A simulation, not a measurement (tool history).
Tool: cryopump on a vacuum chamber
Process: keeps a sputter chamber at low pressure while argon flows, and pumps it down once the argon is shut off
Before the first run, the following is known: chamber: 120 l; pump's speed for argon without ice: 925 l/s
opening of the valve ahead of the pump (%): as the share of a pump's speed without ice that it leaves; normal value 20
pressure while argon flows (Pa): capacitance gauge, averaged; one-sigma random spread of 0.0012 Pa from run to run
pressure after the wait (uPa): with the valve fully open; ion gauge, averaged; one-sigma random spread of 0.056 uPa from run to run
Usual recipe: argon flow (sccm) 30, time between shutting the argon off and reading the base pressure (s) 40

run     day  argon flow (sccm)  time between shutting the argon off and reading the base pressure (s)  opening of the valve ahead of the pump (%)  pressure while argon flows (Pa)  pressure after the wait (uPa)
  1       0                 30                                                                     40                                          20                           0.2797                            5.9
  2   1.492                 30                                                                     40                                          45                           0.1312                           6.09
  3   3.221                 30                                                                     40                                          59                           0.1029                           6.38
  4   4.062                 30                                                                     40                                          59                           0.1037                            6.4
  5   5.333                 30                                                                     40                                          59                            0.107                           6.47
  6   6.854                 30                                                                     40                                          59                            0.108                           6.56
  7   7.833                 25                                                                     40                                          59                            0.092                           6.89
  8   9.096                 30                                                                     40                                          20                           0.2916                           7.04
  9   10.75                 30                                                                     40                                          20                           0.2955                           7.29
 10  11.779                 30                                                                     40                                          20                           0.2957                           7.45
     12.862  -- pump warmed up, emptied and cooled again
 11   13.35                 44                                                                     40                                          20                           0.4055                           6.23
 12  14.788                 44                                                                     40                                          20                           0.4075                           6.43
 13  15.675                 44                                                                     40                                          20                           0.4106                           6.54
 14    16.9                 44                                                                     40                                          20                           0.4096                           6.51
 15  17.812                 44                                                                     40                                          20                           0.4094                           6.93
 16  18.946                 44                                                                     40                                          20                           0.4121                           6.97
 17  19.854                 44                                                                     40                                          20                            0.415                           7.11
 18   21.45                 18                                                                     45                                          36                           0.0984                           6.74
 19  22.771                 30                                                                     40                                          26                           0.2235                           7.36
 20  23.992                 39                                                                    119                                          21                           0.3559                           5.49
 21  24.958                 39                                                                    119                                          21                           0.3601                           5.67
 22  26.588                 39                                                                    119                                          21                           0.3625                           5.82
 23  27.996                 39                                                                    119                                          21                           0.3656                           6.02
 24  28.967                 13                                                                    119                                          17                           0.1478                            6.3
 25  30.117                 30                                                                    190                                          18                           0.3285                           6.03
     30.458  -- pump warmed up, emptied and cooled again
 26  31.296                 38                                                                     87                                          20                           0.3478                           5.35
 27  32.829                 41                                                                     40                                          20                           0.3793                           7.39
 28  33.946                 41                                                                     40                                          20                           0.3803                           7.54
 29  35.288                 41                                                                     40                                          20                           0.3816                           7.77
 30  36.375                 14                                                                     22                                          54                           0.0509                          10.53
 31  37.104                 14                                                                     22                                          54                           0.0518                          10.64
 32  38.083                 21                                                                     30                                          34                            0.119                           9.03
 33   39.45                 30                                                                     33                                          38                           0.1552                           9.05

Some steps in pressure while argon flows (Pa), run to run, broken into two amounts with sign: the step expected even without the hidden condition (settings, incoming material, random variation), and the rest, left for the hidden condition together with whatever gauge scatter is not in both the measured and the hidden-condition-free result:
The tool's hidden condition here consists of: pump's speed, % of a pump's without ice; cold plate's temperature, K; leak into the chamber, uPa l/s; drift of the gauge itself on working_pa, %; drift of the gauge itself on base_upa, %.
Run 10 -> 11: argon flow (sccm) 30 -> 44, pump warmed up, emptied and cooled again. pressure while argon flows (Pa) +0.1098: hidden state -0.0213, all else +0.1311.
Run 17 -> 18: argon flow (sccm) 44 -> 18, time between shutting the argon off and reading the base pressure (s) 40 -> 45, opening of the valve ahead of the pump (%) 20 -> 36. pressure while argon flows (Pa) -0.3166: hidden state -0.0062, all else -0.3104.
Run 23 -> 24: argon flow (sccm) 39 -> 13, opening of the valve ahead of the pump (%) 21 -> 17. pressure while argon flows (Pa) -0.2178: hidden state -0.0173, all else -0.2005.
Run 25 -> 26: argon flow (sccm) 30 -> 38, time between shutting the argon off and reading the base pressure (s) 190 -> 87, opening of the valve ahead of the pump (%) 18 -> 20, pump warmed up, emptied and cooled again. pressure while argon flows (Pa) +0.0193: hidden state -0.0223, all else +0.0416.
Run 29 -> 30: argon flow (sccm) 41 -> 14, time between shutting the argon off and reading the base pressure (s) 40 -> 22, opening of the valve ahead of the pump (%) 20 -> 54. pressure while argon flows (Pa) -0.3307: hidden state -0.0049, all else -0.3258.
